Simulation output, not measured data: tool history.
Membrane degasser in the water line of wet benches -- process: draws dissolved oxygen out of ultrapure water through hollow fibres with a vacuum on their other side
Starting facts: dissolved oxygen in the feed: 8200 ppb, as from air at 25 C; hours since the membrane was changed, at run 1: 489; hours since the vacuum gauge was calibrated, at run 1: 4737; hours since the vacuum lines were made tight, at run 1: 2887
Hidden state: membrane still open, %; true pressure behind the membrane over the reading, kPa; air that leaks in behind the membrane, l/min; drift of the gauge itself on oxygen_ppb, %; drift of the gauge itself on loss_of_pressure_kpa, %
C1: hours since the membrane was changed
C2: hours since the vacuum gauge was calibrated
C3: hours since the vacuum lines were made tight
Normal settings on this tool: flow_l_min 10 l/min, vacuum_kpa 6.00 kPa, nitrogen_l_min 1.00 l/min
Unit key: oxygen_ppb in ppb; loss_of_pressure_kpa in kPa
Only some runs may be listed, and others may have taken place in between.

{"run": 1, "hour": 0.0, "flow_l_min": 10, "vacuum_kpa": 6.0, "nitrogen_l_min": 1.0, "C1": 489, "C2": 4737, "C3": 2887, "oxygen_ppb": 70.2, "loss_of_pressure_kpa": 54.13}
{"run": 2, "hour": 50.4, "flow_l_min": 10, "vacuum_kpa": 6.0, "nitrogen_l_min": 1.0, "C1": 539, "C2": 4788, "C3": 2938, "oxygen_ppb": 71.4, "loss_of_pressure_kpa": 54.35}
{"run": 3, "hour": 85.3, "flow_l_min": 10, "vacuum_kpa": 6.0, "nitrogen_l_min": 1.0, "C1": 574, "C2": 4823, "C3": 2973, "oxygen_ppb": 69.5, "loss_of_pressure_kpa": 54.35}
{"run": 4, "hour": 150.9, "flow_l_min": 10, "vacuum_kpa": 6.0, "nitrogen_l_min": 1.0, "C1": 640, "C2": 4888, "C3": 3038, "oxygen_ppb": 70.4, "loss_of_pressure_kpa": 54.47}
{"run": 5, "hour": 181.2, "flow_l_min": 10, "vacuum_kpa": 6.0, "nitrogen_l_min": 1.0, "C1": 670, "C2": 4918, "C3": 3069, "oxygen_ppb": 70.3, "loss_of_pressure_kpa": 54.87}
{"run": 6, "hour": 215.2, "flow_l_min": 10, "vacuum_kpa": 6.0, "nitrogen_l_min": 1.0, "C1": 704, "C2": 4952, "C3": 3102, "oxygen_ppb": 70.8, "loss_of_pressure_kpa": 54.31}
{"run": 7, "hour": 254.3, "flow_l_min": 14, "vacuum_kpa": 6.0, "nitrogen_l_min": 1.0, "C1": 743, "C2": 4992, "C3": 3142, "oxygen_ppb": 98.6, "loss_of_pressure_kpa": 76.19}
{"run": 8, "hour": 321.4, "flow_l_min": 10, "vacuum_kpa": 6.0, "nitrogen_l_min": 1.0, "C1": 810, "C2": 5059, "C3": 3209, "oxygen_ppb": 69.3, "loss_of_pressure_kpa": 54.8}
{"run": 9, "hour": 354.8, "flow_l_min": 10, "vacuum_kpa": 6.0, "nitrogen_l_min": 1.0, "C1": 843, "C2": 5092, "C3": 3242, "oxygen_ppb": 70.2, "loss_of_pressure_kpa": 54.18}
{"run": 10, "hour": 405.0, "flow_l_min": 10, "vacuum_kpa": 6.0, "nitrogen_l_min": 1.0, "C1": 894, "C2": 5142, "C3": 3292, "oxygen_ppb": 69.2, "loss_of_pressure_kpa": 54.54}
{"run": 11, "hour": 443.0, "flow_l_min": 10, "vacuum_kpa": 6.0, "nitrogen_l_min": 0.8, "C1": 932, "C2": 5180, "C3": 3330, "oxygen_ppb": 87.6, "loss_of_pressure_kpa": 54.54}
{"run": 12, "hour": 504.8, "flow_l_min": 10, "vacuum_kpa": 6.0, "nitrogen_l_min": 2.17, "C1": 993, "C2": 5242, "C3": 3392, "oxygen_ppb": 35.8, "loss_of_pressure_kpa": 54.21}
{"run": 13, "hour": 541.9, "flow_l_min": 7, "vacuum_kpa": 6.0, "nitrogen_l_min": 1.0, "C1": 1030, "C2": 5279, "C3": 3429, "oxygen_ppb": 49.5, "loss_of_pressure_kpa": 38.0}
{"run": 14, "hour": 580.7, "flow_l_min": 10, "vacuum_kpa": 6.0, "nitrogen_l_min": 1.0, "C1": 1069, "C2": 5318, "C3": 3468, "oxygen_ppb": 70.0, "loss_of_pressure_kpa": 54.0}
{"run": 15, "hour": 648.4, "flow_l_min": 10, "vacuum_kpa": 6.0, "nitrogen_l_min": 0.57, "C1": 1137, "C2": 5386, "C3": 3536, "oxygen_ppb": 114.4, "loss_of_pressure_kpa": 54.44}
{"run": 16, "hour": 712.8, "flow_l_min": 10, "vacuum_kpa": 6.0, "nitrogen_l_min": 0.57, "C1": 1201, "C2": 5450, "C3": 3600, "oxygen_ppb": 113.7, "loss_of_pressure_kpa": 54.27}
{"run": 17, "hour": 763.8, "flow_l_min": 10, "vacuum_kpa": 6.0, "nitrogen_l_min": 0.57, "C1": 1252, "C2": 5501, "C3": 3651, "oxygen_ppb": 115.2, "loss_of_pressure_kpa": 54.32}
{"run": 18, "hour": 805.3, "flow_l_min": 13, "vacuum_kpa": 6.0, "nitrogen_l_min": 1.0, "C1": 1294, "C2": 5542, "C3": 3693, "oxygen_ppb": 92.0, "loss_of_pressure_kpa": 70.67}
{"run": 19, "hour": 852.9, "flow_l_min": 13, "vacuum_kpa": 6.0, "nitrogen_l_min": 2.07, "C1": 1342, "C2": 5590, "C3": 3740, "oxygen_ppb": 50.8, "loss_of_pressure_kpa": 70.04}
{"run": 20, "hour": 894.7, "flow_l_min": 6, "vacuum_kpa": 4.54, "nitrogen_l_min": 1.0, "C1": 1383, "C2": 5632, "C3": 3782, "oxygen_ppb": 20.4, "loss_of_pressure_kpa": 32.7}
{"run": 21, "hour": 928.5, "flow_l_min": 8, "vacuum_kpa": 10.45, "nitrogen_l_min": 1.0, "C1": 1417, "C2": 5666, "C3": 3816, "oxygen_ppb": 137.9, "loss_of_pressure_kpa": 43.35}
{"run": 22, "hour": 957.5, "flow_l_min": 8, "vacuum_kpa": 10.45, "nitrogen_l_min": 1.0, "C1": 1446, "C2": 5695, "C3": 3845, "oxygen_ppb": 138.9, "loss_of_pressure_kpa": 43.18}
{"run": 23, "hour": 986.9, "flow_l_min": 7, "vacuum_kpa": 4.12, "nitrogen_l_min": 0.43, "C1": 1476, "C2": 5724, "C3": 3874, "oxygen_ppb": 36.1, "loss_of_pressure_kpa": 37.9}
{"run": 24, "hour": 1026.0, "flow_l_min": 7, "vacuum_kpa": 4.12, "nitrogen_l_min": 0.43, "C1": 1515, "C2": 5763, "C3": 3913, "oxygen_ppb": 36.2, "loss_of_pressure_kpa": 37.88}
{"hour": 1048.3, "done": "seals of the vacuum lines changed"}
{"run": 25, "hour": 1097.0, "flow_l_min": 7, "vacuum_kpa": 4.12, "nitrogen_l_min": 1.66, "C1": 1584, "C2": 5832, "C3": 49, "oxygen_ppb": 11.4, "loss_of_pressure_kpa": 38.1}
{"run": 26, "hour": 1135.6, "flow_l_min": 9, "vacuum_kpa": 14.46, "nitrogen_l_min": 1.08, "C1": 1622, "C2": 5871, "C3": 87, "oxygen_ppb": 224.5, "loss_of_pressure_kpa": 49.06}
{"run": 27, "hour": 1186.4, "flow_l_min": 9, "vacuum_kpa": 14.46, "nitrogen_l_min": 1.08, "C1": 1673, "C2": 5922, "C3": 138, "oxygen_ppb": 223.5, "loss_of_pressure_kpa": 48.45}
{"run": 28, "hour": 1237.6, "flow_l_min": 9, "vacuum_kpa": 6.96, "nitrogen_l_min": 0.4, "C1": 1724, "C2": 5973, "C3": 189, "oxygen_ppb": 187.5, "loss_of_pressure_kpa": 48.75}
{"run": 29, "hour": 1292.7, "flow_l_min": 10, "vacuum_kpa": 5.96, "nitrogen_l_min": 1.31, "C1": 1779, "C2": 6028, "C3": 244, "oxygen_ppb": 54.4, "loss_of_pressure_kpa": 54.15}
{"run": 30, "hour": 1344.0, "flow_l_min": 7, "vacuum_kpa": 9.53, "nitrogen_l_min": 1.0, "C1": 1831, "C2": 6079, "C3": 296, "oxygen_ppb": 108.4, "loss_of_pressure_kpa": 38.49}
{"hour": 1370.1, "done": "vacuum gauge calibrated"}
{"run": 31, "hour": 1389.2, "flow_l_min": 16, "vacuum_kpa": 7.34, "nitrogen_l_min": 0.78, "C1": 1875, "C2": 19, "C3": 340, "oxygen_ppb": 197.8, "loss_of_pressure_kpa": 87.0}
{"run": 32, "hour": 1448.2, "flow_l_min": 14, "vacuum_kpa": 3.64, "nitrogen_l_min": 2.81, "C1": 1934, "C2": 78, "C3": 399, "oxygen_ppb": 14.8, "loss_of_pressure_kpa": 75.93}
{"run": 33, "hour": 1509.4, "flow_l_min": 11, "vacuum_kpa": 5.02, "nitrogen_l_min": 1.32, "C1": 1995, "C2": 139, "C3": 461, "oxygen_ppb": 42.3, "loss_of_pressure_kpa": 59.2}

Take each entry between the runs: how does the hidden state at the last listed run before it differ from the hidden state at the first listed run after it?
Between runs 24 and 25: seals of the vacuum lines changed (hour 1048.3)
  air that leaks in behind the membrane, l/min: 0.0024 -> 0.002
Between runs 30 and 31: vacuum gauge calibrated (hour 1370.1)
  true pressure behind the membrane over the reading, kPa: 0.01 -> 0
